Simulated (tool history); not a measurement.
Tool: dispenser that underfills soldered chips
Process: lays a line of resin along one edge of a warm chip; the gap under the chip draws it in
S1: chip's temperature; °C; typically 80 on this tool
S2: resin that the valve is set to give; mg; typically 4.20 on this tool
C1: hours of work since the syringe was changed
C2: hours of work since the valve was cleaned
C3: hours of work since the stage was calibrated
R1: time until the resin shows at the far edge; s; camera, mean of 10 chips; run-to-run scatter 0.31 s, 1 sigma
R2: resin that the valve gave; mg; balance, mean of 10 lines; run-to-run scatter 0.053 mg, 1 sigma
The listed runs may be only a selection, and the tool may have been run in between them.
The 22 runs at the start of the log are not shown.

| run | hour | S1 | S2 | C1 | C2 | C3 | R1 | R2 |
|---|---|---|---|---|---|---|---|---|
| 23 | 133.4 | 80 | 4.18 | 2 | 3 | 114 | 7.9 | 4.15 |
|  | 138.1 | new syringe of resin |
| 24 | 140.3 | 80 | 4.18 | 1 | 7 | 118 | 8.4 | 4.08 |
| 25 | 143.8 | 88 | 5.39 | 4 | 9 | 120 | 5.8 | 5.38 |
|  | 146.7 | new syringe of resin |
| 26 | 149.9 | 73 | 3.74 | 2 | 13 | 124 | 12.7 | 3.60 |
|  | 154.7 | new syringe of resin |
| 27 | 157.7 | 80 | 4.52 | 2 | 18 | 129 | 8.0 | 4.43 |
|  | 162.8 | new syringe of resin |
| 28 | 165.7 | 80 | 4.52 | 2 | 23 | 134 | 8.3 | 4.39 |
|  | 171.3 | new syringe of resin |
| 29 | 172.1 | 80 | 4.76 | 1 | 27 | 138 | 8.3 | 4.76 |
|  | 179.5 | new syringe of resin |
| 30 | 179.6 | 80 | 4.10 | 0 | 32 | 143 | 7.9 | 3.97 |
| 31 | 182.7 | 94 | 5.34 | 2 | 34 | 145 | 3.8 | 5.25 |
|  | 187.6 | new syringe of resin |
| 32 | 190.3 | 74 | 4.70 | 2 | 39 | 149 | 11.8 | 4.55 |
| 33 | 195.0 | 84 | 5.47 | 5 | 42 | 152 | 7.8 | 5.25 |
|  | 195.9 | new syringe of resin |
| 34 | 201.0 | 84 | 5.47 | 3 | 45 | 156 | 7.6 | 5.18 |
|  | 204.3 | new syringe of resin |
| 35 | 207.9 | 79 | 4.64 | 2 | 50 | 161 | 9.0 | 4.39 |

4 ways to go on from here, each from the tool as it stands after run 35. What would each give?
|  | 212.5 | new syringe of resin |
| A | 213.5 | 81 | 4.64 | 1 | 53 | 164 | ? | ? |
|  | 212.5 | new syringe of resin |
| B | 213.5 | 66 | 3.73 | 1 | 53 | 164 | ? | ? |
|  | 212.5 | new syringe of resin |
| C | 213.5 | 84 | 4.02 | 1 | 53 | 164 | ? | ? |
|  | 212.5 | new syringe of resin |
| D | 213.5 | 93 | 4.64 | 1 | 53 | 164 | ? | ? |

| run | R1 | R2 |
|---|---|---|
| A | 7.7 | 4.39 |
| B | 17.2 | 3.55 |
| C | 7.2 | 3.83 |
| D | 3.9 | 4.29 |
Had the tool no hidden state, the same runs would have come out as:
| run | R1 | R2 |
|---|---|---|
| A | 7.1 | 4.63 |
| B | 15.5 | 3.74 |
| C | 6.5 | 4.03 |
| D | 3.6 | 4.53 |
